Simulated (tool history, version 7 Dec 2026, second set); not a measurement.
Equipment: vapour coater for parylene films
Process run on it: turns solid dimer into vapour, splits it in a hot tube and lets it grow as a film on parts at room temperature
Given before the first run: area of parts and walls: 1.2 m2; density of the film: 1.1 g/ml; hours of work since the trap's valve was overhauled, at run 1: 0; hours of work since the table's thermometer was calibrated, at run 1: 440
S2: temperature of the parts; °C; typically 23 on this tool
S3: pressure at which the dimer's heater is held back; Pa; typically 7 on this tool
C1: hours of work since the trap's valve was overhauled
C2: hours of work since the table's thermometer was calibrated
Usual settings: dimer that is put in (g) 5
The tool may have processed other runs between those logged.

run 1 hour=0 | dimer_that_is_put_in_(g)=5 S2=23 S3=7 | C1=0 C2=440 | thickness_of_the_film_(µm)=1.7
run 2 hour=33.8 | dimer_that_is_put_in_(g)=5 S2=23 S3=7 | C1=21 C2=461 | thickness_of_the_film_(µm)=1.68
run 3 hour=49 | dimer_that_is_put_in_(g)=5 S2=23 S3=7 | C1=30 C2=470 | thickness_of_the_film_(µm)=1.66
run 4 hour=73.4 | dimer_that_is_put_in_(g)=5 S2=23 S3=7 | C1=45 C2=485 | thickness_of_the_film_(µm)=1.65
run 5 hour=93.5 | dimer_that_is_put_in_(g)=5 S2=23 S3=7 | C1=58 C2=498 | thickness_of_the_film_(µm)=1.66
run 6 hour=122 | dimer_that_is_put_in_(g)=5 S2=23 S3=7 | C1=75 C2=515 | thickness_of_the_film_(µm)=1.62
run 7 hour=137.3 | dimer_that_is_put_in_(g)=5 S2=29 S3=3.36 | C1=85 C2=525 | thickness_of_the_film_(µm)=1.58
run 8 hour=160.4 | dimer_that_is_put_in_(g)=5 S2=29 S3=3.41 | C1=99 C2=539 | thickness_of_the_film_(µm)=1.57
run 9 hour=180.5 | dimer_that_is_put_in_(g)=5 S2=30 S3=7.33 | C1=112 C2=551 | thickness_of_the_film_(µm)=1.36
run 10 hour=203.4 | dimer_that_is_put_in_(g)=5 S2=34 S3=3.97 | C1=126 C2=566 | thickness_of_the_film_(µm)=1.39

For each run, the measured value with the value that run would have given without the tool's hidden condition subtracted. The run-to-run variation is shared by both, the gauge scatter possibly not:
Hidden conditions of the tool in this case: vapour lost through the trap's worn valve, %; true temperature of the parts over the reading, C; drift of the gauge itself on film_um, %.
run=1 thickness_of_the_film_(µm)=+0
run=2 thickness_of_the_film_(µm)=-0.01
run=3 thickness_of_the_film_(µm)=-0.02
run=4 thickness_of_the_film_(µm)=-0.03
run=5 thickness_of_the_film_(µm)=-0.03
run=6 thickness_of_the_film_(µm)=-0.04
run=7 thickness_of_the_film_(µm)=-0.04
run=8 thickness_of_the_film_(µm)=-0.05
run=9 thickness_of_the_film_(µm)=-0.05
run=10 thickness_of_the_film_(µm)=-0.05
